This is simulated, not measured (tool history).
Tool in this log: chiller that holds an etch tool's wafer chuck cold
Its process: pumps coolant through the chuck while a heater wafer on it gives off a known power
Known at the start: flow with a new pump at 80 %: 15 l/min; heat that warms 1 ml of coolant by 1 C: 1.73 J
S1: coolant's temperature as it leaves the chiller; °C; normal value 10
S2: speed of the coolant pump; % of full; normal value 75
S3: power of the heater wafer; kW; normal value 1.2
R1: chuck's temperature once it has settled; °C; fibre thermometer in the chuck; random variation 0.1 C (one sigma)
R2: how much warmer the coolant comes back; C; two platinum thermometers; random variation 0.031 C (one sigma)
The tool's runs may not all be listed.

Run 1, day 0: usual settings. Result: R1 18.6 °C, R2 2.98 C.
Run 2, day 1.758: usual settings but S1 18 °C. Result: R1 26.7 °C, R2 3.02 C.
Run 3, day 3.633: usual settings but S1 18 °C. Result: R1 26.7 °C, R2 3.03 C.
Run 4, day 5.154: usual settings but S1 19 °C. Result: R1 27.5 °C, R2 3.05 C.
Run 5, day 6.654: usual settings. Result: R1 18.7 °C, R2 3.12 C.
Run 6, day 8.375: usual settings. Result: R1 18.6 °C, R2 3.14 C.
Run 7, day 9.908: usual settings. Result: R1 18.6 °C, R2 3.19 C.
Run 8, day 11.721: usual settings. Result: R1 18.6 °C, R2 3.15 C.
Run 9, day 12.825: usual settings. Result: R1 18.6 °C, R2 3.25 C.
Run 10, day 14.108: usual settings but S2 88 % of full. Result: R1 17.5 °C, R2 2.8 C.
Run 11, day 15.921: usual settings. Result: R1 18.5 °C, R2 3.35 C.
At day 17.029: gauge calibrated.
Run 12, day 17.433: usual settings. Result: R1 18.6 °C, R2 3.03 C.
Run 13, day 18.258: usual settings. Result: R1 18.8 °C, R2 3.02 C.
Run 14, day 20.033: usual settings. Result: R1 18.5 °C, R2 3.05 C.
Run 15, day 21.088: usual settings. Result: R1 18.6 °C, R2 3.09 C.
Run 16, day 22.358: usual settings but S1 2 °C, S3 1.474 kW. Result: R1 12.8 °C, R2 3.79 C.
Run 17, day 24.267: usual settings but S1 18 °C, S2 94 % of full, S3 1.179 kW. Result: R1 25 °C, R2 2.43 C.
Run 18, day 26.138: usual settings but S1 11 °C, S2 70 % of full, S3 1.179 kW. Result: R1 20.2 °C, R2 3.31 C.
Run 19, day 28.083: usual settings but S1 1 °C. Result: R1 9.7 °C, R2 3.17 C.
Run 20, day 29.817: usual settings but S1 18 °C, S2 63 % of full, S3 0.634 kW. Result: R1 23.2 °C, R2 2.2 C.
Run 21, day 31.417: usual settings but S1 18 °C, S2 63 % of full, S3 0.634 kW. Result: R1 23.3 °C, R2 2.24 C.
Run 22, day 32.642: usual settings but S2 83 % of full, S3 1.037 kW. Result: R1 16.9 °C, R2 2.64 C.
Run 23, day 33.775: usual settings but S1 2 °C, S2 99 % of full, S3 1.638 kW. Result: R1 11.4 °C, R2 3.26 C.
Run 24, day 34.742: usual settings but S1 2 °C, S2 99 % of full, S3 1.638 kW. Result: R1 11.3 °C, R2 3.32 C.
Run 25, day 36.342: usual settings but S2 70 % of full, S3 1.638 kW. Result: R1 22.4 °C, R2 4.84 C.
Run 26, day 37.604: usual settings but S2 70 % of full, S3 1.638 kW. Result: R1 22.5 °C, R2 4.72 C.
Run 27, day 39.296: usual settings but S2 70 % of full, S3 1.638 kW. Result: R1 22.7 °C, R2 4.85 C.
Run 28, day 41.212: usual settings but S2 70 % of full, S3 1.638 kW. Result: R1 22.4 °C, R2 4.9 C.

Each row is a separate what-if for the run after 28, all from the same tool condition, not one after another. Results?
Run A, day 42.596: usual settings but S2 70 % of full, S3 1.197 kW. Result: R1 ?, R2 ?.
Run B, day 42.596: usual settings but S1 12 °C, S2 63 % of full, S3 0.861 kW. Result: R1 ?, R2 ?.
Run C, day 42.596: usual settings but S2 83 % of full, S3 1.638 kW. Result: R1 ?, R2 ?.
Run D, day 42.596: usual settings but S3 1.282 kW. Result: R1 ?, R2 ?.
Run E, day 42.596: usual settings but S1 2 °C, S2 71 % of full, S3 0.777 kW. Result: R1 ?, R2 ?.

run    R1    R2
  A  19.2  3.68
  B  19.3  3.08
  C  20.9  4.07
  D  19.1   3.6
  E   7.8   2.5
With no hidden state in the tool, these same runs would have given:
run    R1    R2
  A  19.1  3.21
  B  19.3  2.61
  C  20.9   3.6
  D  19.1  3.13
  E   7.7  2.03
